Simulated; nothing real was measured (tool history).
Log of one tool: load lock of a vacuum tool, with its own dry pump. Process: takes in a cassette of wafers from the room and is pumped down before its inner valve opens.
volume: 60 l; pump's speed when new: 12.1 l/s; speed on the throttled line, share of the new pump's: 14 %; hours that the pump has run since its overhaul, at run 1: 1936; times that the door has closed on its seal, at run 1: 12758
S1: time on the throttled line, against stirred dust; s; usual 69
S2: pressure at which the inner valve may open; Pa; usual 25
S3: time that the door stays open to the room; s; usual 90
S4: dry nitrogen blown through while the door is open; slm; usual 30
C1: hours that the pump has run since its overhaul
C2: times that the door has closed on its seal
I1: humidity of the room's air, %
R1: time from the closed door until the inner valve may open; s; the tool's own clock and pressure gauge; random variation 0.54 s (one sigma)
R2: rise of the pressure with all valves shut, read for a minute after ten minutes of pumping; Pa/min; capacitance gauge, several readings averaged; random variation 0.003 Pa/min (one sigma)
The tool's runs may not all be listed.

{"run": 1, "hour": 0.0, "S1": 69, "S2": 25, "S3": 90, "S4": 30, "C1": 1936, "C2": 12758, "I1": 43.5, "R1": 100.7, "R2": 0.035}
{"run": 2, "hour": 439.1, "S1": 59, "S2": 25, "S3": 90, "S4": 30, "C1": 2375, "C2": 14698, "I1": 43.5, "R1": 92.2, "R2": 0.032}
{"run": 3, "hour": 1010.9, "S1": 59, "S2": 25, "S3": 90, "S4": 30, "C1": 2947, "C2": 17223, "I1": 45.1, "R1": 91.4, "R2": 0.035}
{"run": 4, "hour": 1450.8, "S1": 59, "S2": 25, "S3": 90, "S4": 30, "C1": 3387, "C2": 19167, "I1": 47.0, "R1": 92.2, "R2": 0.037}
{"run": 5, "hour": 2148.1, "S1": 93, "S2": 25, "S3": 90, "S4": 30, "C1": 4084, "C2": 22247, "I1": 45.7, "R1": 121.3, "R2": 0.035}
{"run": 6, "hour": 2465.9, "S1": 93, "S2": 25, "S3": 90, "S4": 30, "C1": 4402, "C2": 23651, "I1": 44.4, "R1": 121.3, "R2": 0.03}
{"run": 7, "hour": 2778.2, "S1": 51, "S2": 25, "S3": 90, "S4": 30, "C1": 4714, "C2": 25030, "I1": 45.6, "R1": 86.3, "R2": 0.034}
{"run": 8, "hour": 3416.5, "S1": 51, "S2": 25, "S3": 90, "S4": 30, "C1": 5352, "C2": 27850, "I1": 40.8, "R1": 85.8, "R2": 0.035}
{"run": 9, "hour": 3862.9, "S1": 69, "S2": 25, "S3": 40, "S4": 30, "C1": 5799, "C2": 29822, "I1": 46.2, "R1": 101.4, "R2": 0.016}
{"run": 10, "hour": 4274.1, "S1": 69, "S2": 25, "S3": 76, "S4": 30, "C1": 6210, "C2": 31638, "I1": 42.1, "R1": 101.2, "R2": 0.031}
{"run": 11, "hour": 4709.5, "S1": 69, "S2": 25, "S3": 76, "S4": 30, "C1": 6645, "C2": 33561, "I1": 45.0, "R1": 100.9, "R2": 0.029}
{"run": 12, "hour": 5405.5, "S1": 69, "S2": 25, "S3": 90, "S4": 30, "C1": 7342, "C2": 36636, "I1": 49.7, "R1": 100.3, "R2": 0.041}
{"run": 13, "hour": 6121.8, "S1": 69, "S2": 25, "S3": 90, "S4": 30, "C1": 8058, "C2": 39800, "I1": 46.6, "R1": 100.3, "R2": 0.038}
{"hour": 6154.7, "done": "door's seal changed, seat wiped"}
{"run": 14, "hour": 6658.2, "S1": 69, "S2": 25, "S3": 179, "S4": 30, "C1": 8593, "C2": 2224, "I1": 44.3, "R1": 101.5, "R2": 0.052}
{"run": 15, "hour": 7015.2, "S1": 69, "S2": 21, "S3": 90, "S4": 30, "C1": 8950, "C2": 3801, "I1": 44.9, "R1": 101.6, "R2": 0.033}
{"hour": 7461.1, "done": "dry pump taken out, an overhauled one fitted"}
{"run": 16, "hour": 7614.3, "S1": 69, "S2": 21, "S3": 90, "S4": 30, "C1": 153, "C2": 6421, "I1": 46.7, "R1": 101.0, "R2": 0.038}
{"run": 17, "hour": 8202.1, "S1": 69, "S2": 25, "S3": 90, "S4": 30, "C1": 741, "C2": 9018, "I1": 43.2, "R1": 101.1, "R2": 0.031}
{"run": 18, "hour": 8757.1, "S1": 69, "S2": 25, "S3": 90, "S4": 30, "C1": 1296, "C2": 11469, "I1": 47.4, "R1": 100.6, "R2": 0.036}
{"run": 19, "hour": 9249.7, "S1": 69, "S2": 25, "S3": 90, "S4": 30, "C1": 1789, "C2": 13645, "I1": 46.7, "R1": 100.7, "R2": 0.037}
{"run": 20, "hour": 9804.0, "S1": 109, "S2": 40, "S3": 239, "S4": 8, "C1": 2343, "C2": 16094, "I1": 46.7, "R1": 132.9, "R2": 0.123}
{"run": 21, "hour": 10523.5, "S1": 34, "S2": 25, "S3": 90, "S4": 21, "C1": 3062, "C2": 19272, "I1": 44.9, "R1": 70.5, "R2": 0.04}
{"run": 22, "hour": 11039.8, "S1": 64, "S2": 49, "S3": 44, "S4": 23, "C1": 3579, "C2": 21553, "I1": 44.6, "R1": 93.0, "R2": 0.027}
{"run": 23, "hour": 11529.8, "S1": 62, "S2": 25, "S3": 90, "S4": 30, "C1": 4069, "C2": 23717, "I1": 42.9, "R1": 94.7, "R2": 0.038}
{"run": 24, "hour": 11873.7, "S1": 64, "S2": 29, "S3": 90, "S4": 8, "C1": 4413, "C2": 25236, "I1": 46.1, "R1": 96.2, "R2": 0.057}
{"run": 25, "hour": 12167.7, "S1": 49, "S2": 31, "S3": 90, "S4": 19, "C1": 4707, "C2": 26535, "I1": 43.8, "R1": 81.7, "R2": 0.043}
{"run": 26, "hour": 12721.8, "S1": 49, "S2": 48, "S3": 90, "S4": 19, "C1": 5261, "C2": 28983, "I1": 46.6, "R1": 80.3, "R2": 0.043}
{"run": 27, "hour": 13116.9, "S1": 116, "S2": 25, "S3": 39, "S4": 37, "C1": 5656, "C2": 30728, "I1": 47.2, "R1": 141.9, "R2": 0.021}
{"run": 28, "hour": 13550.9, "S1": 100, "S2": 29, "S3": 88, "S4": 30, "C1": 6090, "C2": 32646, "I1": 44.7, "R1": 127.0, "R2": 0.034}
{"run": 29, "hour": 14035.0, "S1": 100, "S2": 29, "S3": 88, "S4": 30, "C1": 6574, "C2": 34784, "I1": 44.7, "R1": 125.7, "R2": 0.035}
{"run": 30, "hour": 14724.1, "S1": 85, "S2": 29, "S3": 126, "S4": 18, "C1": 7263, "C2": 37828, "I1": 46.9, "R1": 113.5, "R2": 0.061}
{"hour": 15175.5, "done": "door's seal changed, seat wiped"}
{"run": 31, "hour": 15340.1, "S1": 85, "S2": 29, "S3": 126, "S4": 18, "C1": 7877, "C2": 727, "I1": 47.2, "R1": 113.7, "R2": 0.056}
{"run": 32, "hour": 15791.0, "S1": 85, "S2": 29, "S3": 126, "S4": 18, "C1": 8328, "C2": 2719, "I1": 48.0, "R1": 115.1, "R2": 0.056}
{"run": 33, "hour": 16201.9, "S1": 69, "S2": 25, "S3": 47, "S4": 9, "C1": 8739, "C2": 4534, "I1": 45.7, "R1": 101.6, "R2": 0.037}
{"run": 34, "hour": 16554.6, "S1": 47, "S2": 22, "S3": 51, "S4": 33, "C1": 9092, "C2": 6092, "I1": 44.8, "R1": 81.9, "R2": 0.019}
{"hour": 16874.7, "done": "dry pump taken out, an overhauled one fitted"}
{"run": 35, "hour": 16954.9, "S1": 47, "S2": 22, "S3": 51, "S4": 33, "C1": 80, "C2": 7834, "I1": 44.4, "R1": 82.9, "R2": 0.019}
{"run": 36, "hour": 17294.9, "S1": 47, "S2": 22, "S3": 51, "S4": 33, "C1": 420, "C2": 9336, "I1": 42.9, "R1": 82.9, "R2": 0.021}

4 ways to go on from here, each from the tool as it stands after run 36. What would each give?
{"run": "A", "hour": 17766.6, "S1": 69, "S2": 25, "S3": 90, "S4": 7, "C1": 892, "C2": 11420, "I1": 42.5, "R1": "?", "R2": "?"}
{"run": "B", "hour": 17766.6, "S1": 52, "S2": 25, "S3": 79, "S4": 26, "C1": 892, "C2": 11420, "I1": 44.2, "R1": "?", "R2": "?"}
{"run": "C", "hour": 17766.6, "S1": 65, "S2": 19, "S3": 90, "S4": 19, "C1": 892, "C2": 11420, "I1": 47.9, "R1": "?", "R2": "?"}
{"run": "D", "hour": 17766.6, "S1": 69, "S2": 22, "S3": 51, "S4": 33, "C1": 892, "C2": 11420, "I1": 40.7, "R1": "?", "R2": "?"}

run=A R1=101.6 R2=0.060
run=B R1=85.3 R2=0.034
run=C R1=98.4 R2=0.048
run=D R1=101.6 R2=0.023
Without the tool's hidden state the same runs would have given:
run=A R1=101.6 R2=0.059
run=B R1=85.3 R2=0.033
run=C R1=98.4 R2=0.047
run=D R1=101.6 R2=0.023

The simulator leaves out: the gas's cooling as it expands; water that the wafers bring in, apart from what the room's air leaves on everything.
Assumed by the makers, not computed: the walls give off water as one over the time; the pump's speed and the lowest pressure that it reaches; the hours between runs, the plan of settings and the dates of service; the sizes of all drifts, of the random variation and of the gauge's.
